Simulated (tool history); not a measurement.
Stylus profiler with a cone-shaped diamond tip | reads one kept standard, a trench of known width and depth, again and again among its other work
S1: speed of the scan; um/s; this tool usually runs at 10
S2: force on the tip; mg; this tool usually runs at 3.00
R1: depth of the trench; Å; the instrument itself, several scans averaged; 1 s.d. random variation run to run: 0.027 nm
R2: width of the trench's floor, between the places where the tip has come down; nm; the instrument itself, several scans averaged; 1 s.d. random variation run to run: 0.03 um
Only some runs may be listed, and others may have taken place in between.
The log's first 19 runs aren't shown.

Run 20, hour 1770.9: usual settings but S1 28 um/s. Result: R1 1012.1 Å, R2 17800 nm.
Run 21, hour 1902.7: usual settings but S1 28 um/s, S2 5.15 mg. Result: R1 1017.3 Å, R2 17900 nm.
Run 22, hour 2013.6: usual settings but S1 28 um/s, S2 5.15 mg. Result: R1 1016.8 Å, R2 17800 nm.
Run 23, hour 2116.2: usual settings but S1 3 um/s, S2 3.90 mg. Result: R1 1013.5 Å, R2 17830 nm.
Run 24, hour 2233.0: usual settings but S1 19 um/s, S2 3.29 mg. Result: R1 1011.6 Å, R2 17770 nm.
Run 25, hour 2363.2: usual settings but S1 4 um/s, S2 6.44 mg. Result: R1 1018.9 Å, R2 17850 nm.
Run 26, hour 2499.3: usual settings but S1 7 um/s, S2 3.03 mg. Result: R1 1010.3 Å, R2 17760 nm.
Run 27, hour 2557.2: usual settings but S2 8.02 mg. Result: R1 1022.9 Å, R2 17790 nm.
At hour 2570.5: new tip fitted, height scale calibrated.
Run 28, hour 2661.2: usual settings but S2 8.02 mg. Result: R1 1025.4 Å, R2 18540 nm.
Run 29, hour 2782.7: usual settings but S1 2 um/s, S2 6.49 mg. Result: R1 1021.8 Å, R2 18520 nm.
Run 30, hour 2891.4: usual settings but S1 16 um/s, S2 1.60 mg. Result: R1 1008.3 Å, R2 18420 nm.
Run 31, hour 2956.9: usual settings but S1 34 um/s, S2 4.09 mg. Result: R1 1015.9 Å, R2 18440 nm.
Run 32, hour 3023.9: usual settings but S1 34 um/s, S2 4.09 mg. Result: R1 1015.5 Å, R2 18400 nm.
Run 33, hour 3125.8: usual settings but S1 2 um/s, S2 4.09 mg. Result: R1 1015.5 Å, R2 18470 nm.
Run 34, hour 3225.0: usual settings but S1 4 um/s, S2 1.51 mg. Result: R1 1007.3 Å, R2 18410 nm.
Run 35, hour 3294.0: usual settings but S1 2 um/s, S2 5.05 mg. Result: R1 1017.6 Å, R2 18380 nm.
Run 36, hour 3418.4: usual settings but S1 2 um/s, S2 5.05 mg. Result: R1 1017.4 Å, R2 18430 nm.

Below are 4 alternative next runs, each starting from the tool's condition after run 36. Predict each:
Run A, hour 3475.8: usual settings but S1 5 um/s, S2 2.36 mg. Result: R1 ?, R2 ?.
Run B, hour 3475.8: usual settings but S1 22 um/s, S2 5.05 mg. Result: R1 ?, R2 ?.
Run C, hour 3475.8: usual settings but S1 11 um/s, S2 5.05 mg. Result: R1 ?, R2 ?.
Run D, hour 3475.8: usual settings but S1 39 um/s, S2 3.68 mg. Result: R1 ?, R2 ?.

run      R1     R2
  A  1009.5  18420
  B  1017.1  18380
  C  1017.1  18430
  D  1013.5  18330
Take away the tool's hidden state, keep each run's random variation, and the runs would have read:
run      R1     R2
  A  1011.0  18620
  B  1018.6  18590
  C  1018.6  18630
  D  1015.0  18530
